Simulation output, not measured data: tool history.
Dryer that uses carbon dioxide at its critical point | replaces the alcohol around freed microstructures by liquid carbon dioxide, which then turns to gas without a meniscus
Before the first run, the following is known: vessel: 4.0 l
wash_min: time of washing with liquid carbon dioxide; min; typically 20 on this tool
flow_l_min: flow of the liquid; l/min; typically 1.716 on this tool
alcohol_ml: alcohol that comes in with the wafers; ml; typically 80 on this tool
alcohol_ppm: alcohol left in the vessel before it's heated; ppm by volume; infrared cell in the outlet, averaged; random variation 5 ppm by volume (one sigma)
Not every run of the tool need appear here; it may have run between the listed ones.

| run | day | wash_min | flow_l_min | alcohol_ml | alcohol_ppm |
|---|---|---|---|---|---|
| 1 | 0 | 20 | 1.716 | 80 | 37 |
| 2 | 0.308 | 20 | 1.716 | 80 | 37 |
| 3 | 0.492 | 20 | 1.716 | 80 | 43 |
| 4 | 0.929 | 20 | 1.716 | 80 | 30 |
| 5 | 1.146 | 20 | 1.716 | 75 | 35 |
| 6 | 1.338 | 27 | 1.716 | 75 | 14 |
| 7 | 1.75 | 20 | 1.716 | 75 | 35 |
| 8 | 1.958 | 20 | 1.716 | 75 | 42 |
| 9 | 2.3 | 20 | 1.716 | 75 | 48 |
| 10 | 2.642 | 20 | 1.716 | 75 | 42 |
| 11 | 2.862 | 30 | 2.47 | 86 | 17 |
| 12 | 3.238 | 30 | 2.47 | 86 | 16 |
| 13 | 3.538 | 27 | 1.23 | 80 | 57 |
| 14 | 3.933 | 22 | 1.23 | 80 | 137 |
| 15 | 4.3 | 22 | 1.23 | 80 | 138 |
| 16 | 4.483 | 13 | 1.22 | 33 | 436 |
| 17 | 4.712 | 16 | 2.84 | 70 | 27 |

Consider 3 possible next runs. They are alternatives, not a sequence: every one starts from the tool as it was left by run 17. What does each give?
| A | 5.133 | 16 | 1.3 | 70 | ? |
| B | 5.133 | 20 | 2.03 | 46 | ? |
| C | 5.133 | 28 | 2.84 | 70 | ? |

| run | alcohol_ppm |
|---|---|
| A | 327 |
| B | 35 |
| C | 10 |
Take away the tool's hidden state, keep each run's random variation, and the runs would have read:
| run | alcohol_ppm |
|---|---|
| A | 168 |
| B | 15 |
| C | 0 |
